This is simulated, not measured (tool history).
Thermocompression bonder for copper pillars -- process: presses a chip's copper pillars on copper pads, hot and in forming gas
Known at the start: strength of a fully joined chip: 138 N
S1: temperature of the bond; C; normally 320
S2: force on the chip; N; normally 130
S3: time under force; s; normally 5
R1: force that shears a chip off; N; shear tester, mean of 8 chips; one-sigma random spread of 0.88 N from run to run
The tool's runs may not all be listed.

run,hour,S1,S2,S3,R1
1,0.0,320,130,5,63.2
2,19.6,320,87,5,46.3
3,43.4,320,87,5,43.6
4,72.7,320,87,5,44.3
# hour 91.0: forming gas filter changed
5,109.7,295,130,5,53.5
6,132.2,295,130,5,52.5
7,161.1,295,130,5,52.6
8,186.4,295,130,5,51.1
9,220.2,295,130,5,51.2
10,245.3,321,130,5,66.6
11,291.5,320,130,11,84.2
12,314.5,320,130,11,83.7
13,351.8,344,175,11,110.2
14,376.4,344,175,11,109.8
15,416.2,310,83,4,35.4

A few steps of R1 between consecutive runs. Split each: what settings, incoming material and random variation would produce without the hidden state, and what is left over for the hidden state, along with gauge scatter present in only one of the two compared results (measured, and without hidden state):
What the log doesn't record here: true temperature of the bond over the reading, C; force that reaches the chip, % of what is set; oxide that the forming gas leaves, % of the face; drift of the gauge itself on shear_n, %.
Run 14 -> 15: S1 344 -> 310, S2 175 -> 83, S3 11 -> 4. R1 -74.4 N: hidden state +4.0, all else -78.4.

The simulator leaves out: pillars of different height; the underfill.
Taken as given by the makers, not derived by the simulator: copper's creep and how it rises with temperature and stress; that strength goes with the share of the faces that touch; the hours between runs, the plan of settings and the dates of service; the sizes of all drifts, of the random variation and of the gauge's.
